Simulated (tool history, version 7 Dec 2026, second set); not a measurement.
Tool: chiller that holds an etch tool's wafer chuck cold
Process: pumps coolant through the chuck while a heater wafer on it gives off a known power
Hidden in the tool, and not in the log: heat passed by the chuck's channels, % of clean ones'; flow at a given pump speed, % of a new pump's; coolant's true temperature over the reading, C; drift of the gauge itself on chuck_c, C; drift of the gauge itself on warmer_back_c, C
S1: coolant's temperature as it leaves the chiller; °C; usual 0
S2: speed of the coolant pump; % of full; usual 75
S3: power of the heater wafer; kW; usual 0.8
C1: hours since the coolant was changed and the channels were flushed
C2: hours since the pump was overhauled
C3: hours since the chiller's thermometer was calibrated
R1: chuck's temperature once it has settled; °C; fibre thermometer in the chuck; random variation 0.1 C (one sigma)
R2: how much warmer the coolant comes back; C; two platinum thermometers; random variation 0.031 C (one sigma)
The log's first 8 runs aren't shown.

run	hour	S1	S2	S3	C1	C2	C3	R1	R2
9	227.4	0	75	0.934	1385	655	1988	11.5	3.23
10	249.7	0	97	0.8	1407	678	2010	8.3	2.13
11	283.3	0	97	0.8	1440	711	2044	8.3	2.11
12	308	0	75	0.8	1465	736	2068	9.8	2.79
13	327.5	0	75	0.549	1485	755	2088	6.6	1.95
14	354.6	0	75	0.549	1512	783	2115	6.7	1.96
15	383.2	0	84	0.8	1540	811	2144	9.1	2.5
16	423.3	0	75	0.8	1580	851	2184	9.8	2.81
17	443.6	0	76	0.466	1601	872	2204	5.7	1.74
18	471.2	0	76	0.466	1628	899	2232	5.6	1.69
19	493	0	79	0.953	1650	921	2254	11.3	3.22
20	510.5	0	79	0.953	1668	939	2271	11.4	3.12
21	551.7	0	79	0.953	1709	980	2312	11.5	3.21
# hour 573.9: gauge calibrated
22	587	4	81	0.798	1744	1015	2348	13.5	2.41
23	613.2	-2	75	0.527	1770	1041	2374	4.4	1.75
24	631.1	-7	74	0.527	1788	1059	2392	-0.5	1.8
25	653.3	7	89	0.588	1810	1081	2414	13.2	1.67
26	686	0	66	0.8	1843	1114	2447	10.9	3.04
27	705.7	0	66	0.8	1863	1134	2466	10.8	3.03
28	744.1	8	87	0.5	1901	1172	2505	13.5	1.52
29	780.2	7	69	1.129	1937	1208	2541	21.9	4.17
30	807.3	7	69	1.129	1964	1235	2568	22	4.25
31	846.5	7	60	0.521	2004	1274	2607	14.6	2.29

Forecast each of these 3 alternatives for the next run:
A	873.2	0	78	0.521	2030	1301	2634	?	?
B	873.2	9	75	0.619	2030	1301	2634	?	?
C	873.2	2	92	1.102	2030	1301	2634	?	?

run	R1	R2
A	6.3	1.8
B	16.7	2.15
C	13.9	3
Without the tool's hidden state the same runs would have given:
run	R1	R2
A	6.3	1.67
B	16.6	2.03
C	13.9	2.87
